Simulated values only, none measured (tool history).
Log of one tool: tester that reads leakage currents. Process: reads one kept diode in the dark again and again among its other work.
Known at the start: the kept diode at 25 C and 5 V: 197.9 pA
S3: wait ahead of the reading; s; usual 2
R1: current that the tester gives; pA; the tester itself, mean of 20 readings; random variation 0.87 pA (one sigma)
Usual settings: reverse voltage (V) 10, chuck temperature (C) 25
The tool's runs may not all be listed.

Run 1, hour 0: usual settings. Result: R1 319.89 pA.
Run 2, hour 67.5: usual settings but S3 0.43 s. Result: R1 324.17 pA.
Run 3, hour 125.2: usual settings but S3 0.43 s. Result: R1 325.48 pA.
Run 4, hour 180.9: usual settings but chuck temperature (C) 45. Result: R1 1204.73 pA.
Run 5, hour 222.2: usual settings but chuck temperature (C) 45. Result: R1 1207.34 pA.
Run 6, hour 274.9: usual settings but chuck temperature (C) 45. Result: R1 1210.39 pA.
Run 7, hour 341.3: usual settings but chuck temperature (C) 45. Result: R1 1218.11 pA.
Run 8, hour 411.7: usual settings but chuck temperature (C) 45. Result: R1 1220.81 pA.
Run 9, hour 461.5: usual settings but chuck temperature (C) 45. Result: R1 1222.58 pA.
Run 10, hour 508.2: usual settings but reverse voltage (V) 8.6, chuck temperature (C) 39, S3 0.87 s. Result: R1 778.5 pA.
Run 11, hour 563.8: usual settings but reverse voltage (V) 10.6, chuck temperature (C) 39, S3 0.57 s. Result: R1 874.17 pA.
Run 12, hour 602.9: usual settings but reverse voltage (V) 10.6, chuck temperature (C) 39, S3 0.57 s. Result: R1 876.88 pA.
Run 13, hour 676.2: usual settings but reverse voltage (V) 10.6, chuck temperature (C) 39, S3 0.57 s. Result: R1 881.39 pA.
Run 14, hour 734: usual settings but reverse voltage (V) 1.3, chuck temperature (C) 23, S3 0.57 s. Result: R1 94.76 pA.
Run 15, hour 821.4: usual settings but reverse voltage (V) 5, chuck temperature (C) 47, S3 6.9 s. Result: R1 882.88 pA.
Run 16, hour 860.8: usual settings but reverse voltage (V) 6.7, chuck temperature (C) 46, S3 0.9 s. Result: R1 986.04 pA.
Run 17, hour 925.9: usual settings but S3 9.77 s. Result: R1 311.89 pA.
Run 18, hour 1002.2: usual settings but S3 9.77 s. Result: R1 312.35 pA.

Taken out of this log: 1 entry between the listed runs. Where each belongs, and how the hidden state differs across it:
Between runs 14 and 15: chuck's temperature calibrated (hour 752.4)
  stray current of the dirty probe card, pA a volt: 1.698 -> 1.747; current scale over the true one, %: 0.61 -> 0.64; true chuck temperature over the reading, C: 1.36 -> 0
  measured less the result without the state, R1: +11.41 -> +14.11 pA

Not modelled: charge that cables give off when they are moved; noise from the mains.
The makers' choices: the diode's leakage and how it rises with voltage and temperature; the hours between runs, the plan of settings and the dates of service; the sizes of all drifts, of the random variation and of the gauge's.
